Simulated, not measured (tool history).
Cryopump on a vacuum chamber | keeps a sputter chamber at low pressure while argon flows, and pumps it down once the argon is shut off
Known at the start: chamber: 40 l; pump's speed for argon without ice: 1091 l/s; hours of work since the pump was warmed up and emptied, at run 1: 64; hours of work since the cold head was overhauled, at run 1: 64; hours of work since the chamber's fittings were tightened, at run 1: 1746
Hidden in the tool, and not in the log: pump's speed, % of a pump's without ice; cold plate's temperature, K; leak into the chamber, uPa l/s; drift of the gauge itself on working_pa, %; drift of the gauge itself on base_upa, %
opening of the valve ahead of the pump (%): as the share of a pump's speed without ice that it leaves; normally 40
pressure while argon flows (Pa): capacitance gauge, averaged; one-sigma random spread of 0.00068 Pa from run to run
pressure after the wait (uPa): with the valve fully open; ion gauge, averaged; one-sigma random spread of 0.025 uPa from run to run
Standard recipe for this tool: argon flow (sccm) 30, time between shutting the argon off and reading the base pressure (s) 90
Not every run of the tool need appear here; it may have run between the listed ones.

run,hour,argon flow (sccm),time between shutting the argon off and reading the base pressure (s),opening of the valve ahead of the pump (%),hours of work since the pump was warmed up and emptied,hours of work since the cold head was overhauled,hours of work since the chamber's fittings were tightened,pressure while argon flows (Pa),pressure after the wait (uPa)
1,0.0,30,90,40,64,64,1746,0.1167,2.90
2,49.2,30,90,40,101,101,1783,0.1194,2.94
3,81.1,30,90,40,126,126,1807,0.1199,3.15
4,105.0,30,90,40,144,144,1825,0.1199,3.14
5,132.8,30,90,40,165,165,1847,0.1211,3.12
6,169.1,19,90,40,192,192,1874,0.0775,3.25
7,212.2,19,90,40,225,225,1907,0.0774,3.25
8,237.4,30,32,40,244,244,1926,0.1225,4.71
9,275.7,30,32,40,274,274,1955,0.1249,4.69
10,299.1,15,41,40,291,291,1973,0.0630,4.49
11,329.2,15,41,40,314,314,1996,0.0633,4.53
12,359.9,25,276,22,338,338,2019,0.1846,3.26
13,398.1,44,32,40,367,367,2048,0.1871,5.06
14,440.2,44,32,40,399,399,2080,0.1911,5.20
15,488.0,37,22,40,435,435,2117,0.1628,6.22
16,520.8,37,22,40,460,460,2141,0.1647,6.40
17,570.8,37,22,40,498,498,2179,0.1658,6.42

Here are 3 independent what-if runs from the current tool condition. What would each one return?
# hour 584.2: pump warmed up, emptied and cooled again
A,601.2,60,131,35,13,517,2199,?,?
# hour 584.2: pump warmed up, emptied and cooled again
B,601.2,14,90,28,13,517,2199,?,?
# hour 584.2: pump warmed up, emptied and cooled again
C,601.2,14,103,23,13,517,2199,?,?

run,pressure while argon flows (Pa),pressure after the wait (uPa)
A,0.2673,3.09
B,0.0771,3.31
C,0.0948,3.22
Without the tool's unlogged condition, the same runs would have read:
run,pressure while argon flows (Pa),pressure after the wait (uPa)
A,0.2652,0.75
B,0.0766,0.97
C,0.0943,0.87
